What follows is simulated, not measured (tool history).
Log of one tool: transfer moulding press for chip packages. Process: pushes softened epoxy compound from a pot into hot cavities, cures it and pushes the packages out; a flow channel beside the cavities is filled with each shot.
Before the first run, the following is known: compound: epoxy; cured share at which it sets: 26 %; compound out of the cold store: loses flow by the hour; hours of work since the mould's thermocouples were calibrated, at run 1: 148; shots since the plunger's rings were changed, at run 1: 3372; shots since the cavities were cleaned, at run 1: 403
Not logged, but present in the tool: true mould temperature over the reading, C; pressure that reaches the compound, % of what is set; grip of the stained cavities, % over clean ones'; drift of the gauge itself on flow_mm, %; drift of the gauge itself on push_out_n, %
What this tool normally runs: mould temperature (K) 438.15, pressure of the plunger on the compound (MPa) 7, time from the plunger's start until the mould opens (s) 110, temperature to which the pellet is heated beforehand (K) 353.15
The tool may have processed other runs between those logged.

run,hour,mould temperature (K),pressure of the plunger on the compound (MPa),time from the plunger's start until the mould opens (s),temperature to which the pellet is heated beforehand (K),hours of work since the mould's thermocouples were calibrated,shots since the plunger's rings were changed,shots since the cavities were cleaned,incoming compound's hours out of the cold store,length that the compound runs in the flow channel (mm),greatest force on the pins that push the packages out (N)
1,0,438.15,7,110,353.15,148,3372,403,34.6,591,296
2,14.8,438.15,7,93,353.15,155,3484,515,16.3,666,440
3,33.2,438.15,7,110,353.15,164,3624,655,15,669,339
4,47.1,438.15,7,110,353.15,171,3729,760,27.9,612,331
5,68.8,438.15,7,110,362.15,181,3895,926,22.6,636,334
# hour 73.7: plunger's sealing rings changed
# hour 80.6: cavities cleaned with cleaning compound and waxed
6,93.1,438.15,7,110,362.15,191,136,95,13.7,727,256
7,108,438.15,7,110,353.15,198,249,208,17.4,708,285
8,128.3,438.15,7,110,353.15,208,404,363,43.4,592,286
9,147.3,438.15,7,110,353.15,217,548,507,47.8,574,303
10,161.6,438.15,7,110,350.15,224,657,616,44.3,585,310
11,182.5,438.15,7,110,350.15,234,815,774,27,662,332
12,194.2,438.15,7,110,350.15,240,904,863,40.9,602,331
# hour 210.2: cavities cleaned with cleaning compound and waxed
13,218.5,438.15,7,110,353.15,251,1077,62,35,619,239
# hour 222.1: mould's thermocouples calibrated
14,234.5,438.15,7,110,353.15,6,1184,169,41.9,592,263
15,248.9,431.15,6.87,94,349.15,13,1293,278,32.7,633,572
16,264.6,431.15,6.87,94,349.15,21,1413,398,32.9,626,611
17,276,431.15,6.87,94,349.15,26,1500,485,15.3,705,661
18,292.5,438.15,6.75,94,349.15,34,1625,610,35.5,603,424
19,312.8,439.15,6.75,94,349.15,44,1779,764,39.1,580,397
20,325.6,444.15,6.21,95,354.15,50,1876,861,28.2,594,337
21,339.1,438.15,6.62,128,353.15,57,1978,963,10.3,705,296
# hour 342.5: cavities cleaned with cleaning compound and waxed
22,357,438.15,6.62,109,355.15,65,2104,111,28.1,619,268
23,371,438.15,8.34,114,345.15,72,2210,217,32.7,671,256
# hour 385.7: mould's thermocouples calibrated, once more
24,399.3,437.15,7,96,353.15,7,2410,417,35.1,604,385
25,425.9,436.15,7,102,362.15,20,2612,619,38.6,580,369
26,451.9,436.15,7,102,362.15,32,2810,817,23.1,649,405
27,468.8,436.15,7,102,362.15,40,2938,945,43.5,566,393
# hour 474.2: cavities cleaned with cleaning compound and waxed
28,482,431.15,8.14,134,362.15,46,3027,60,21.8,713,240

Branching from run 28: 4 alternative next runs. What would each branch give?
A,496.5,431.15,7.04,134,362.15,53,3137,170,30.9,?,?
B,496.5,446.15,8.14,134,353.15,53,3137,170,13.1,?,?
C,496.5,431.15,7.17,90,362.15,53,3137,170,28.2,?,?
D,496.5,438.15,5.4,110,353.15,53,3137,170,27.9,?,?

run,length that the compound runs in the flow channel (mm),greatest force on the pins that push the packages out (N)
A,622,269
B,730,211
C,636,573
D,544,265
What these runs would have given with no unlogged condition in the tool:
run,length that the compound runs in the flow channel (mm),greatest force on the pins that push the packages out (N)
A,666,232
B,781,182
C,680,490
D,582,228

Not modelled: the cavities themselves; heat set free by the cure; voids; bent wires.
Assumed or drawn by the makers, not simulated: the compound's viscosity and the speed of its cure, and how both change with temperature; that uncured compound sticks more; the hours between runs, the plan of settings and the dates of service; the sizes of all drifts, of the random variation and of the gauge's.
